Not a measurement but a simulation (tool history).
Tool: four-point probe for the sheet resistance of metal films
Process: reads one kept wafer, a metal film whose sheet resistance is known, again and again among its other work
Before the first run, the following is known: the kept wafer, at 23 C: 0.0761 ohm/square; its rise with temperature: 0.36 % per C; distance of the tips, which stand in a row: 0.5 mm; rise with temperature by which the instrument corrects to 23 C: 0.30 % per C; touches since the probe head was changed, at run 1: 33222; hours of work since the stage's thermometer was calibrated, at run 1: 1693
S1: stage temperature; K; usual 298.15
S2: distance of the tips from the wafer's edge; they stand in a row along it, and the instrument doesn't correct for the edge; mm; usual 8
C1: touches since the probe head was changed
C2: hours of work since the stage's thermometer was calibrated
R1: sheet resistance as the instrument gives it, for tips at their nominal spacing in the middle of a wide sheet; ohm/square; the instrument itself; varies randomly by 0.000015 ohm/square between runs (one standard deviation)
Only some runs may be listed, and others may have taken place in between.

run,day,S1,S2,C1,C2,R1
1,0,298.15,8,33222,1693,0.076733
2,1.225,298.15,37,33798,1710,0.076605
3,3.312,298.15,37,34778,1738,0.076593
4,4.317,298.15,8,35250,1752,0.076795
5,6.583,298.15,8,36313,1783,0.07677
6,7.767,298.15,8,36869,1799,0.076821
7,9.979,298.15,8,37909,1829,0.076825
8,12.104,298.15,8,38906,1859,0.076835
# day 12.321: stage's thermometer calibrated
9,13.742,298.15,8,39666,19,0.076865
10,15.192,294.15,8,40346,39,0.076732
11,17.438,294.15,8,41401,70,0.076697
12,19.362,294.15,8,42305,97,0.076718
13,21.012,305.15,8,43080,119,0.0772
# day 21.196: stage's thermometer calibrated, once more
14,22.104,298.15,53,43582,12,0.076651
15,23.583,299.15,13,44276,33,0.076766
16,25.067,299.15,13,44974,53,0.076774
17,26.15,292.15,4,45483,68,0.077023
18,28.042,292.15,4,46371,94,0.077047
19,29.975,294.15,45,47279,120,0.076527
20,31.742,292.15,10,48108,145,0.076549
21,34.012,300.15,52,49175,176,0.076812

Run 22 comes next. What will it give?
22,35.483,297.15,11,49865,196,?

Run 22 came out at R1 0.076768 ohm/square.
Had the tool carried no hidden state, the very same run would have given R1 0.07623 ohm/square.
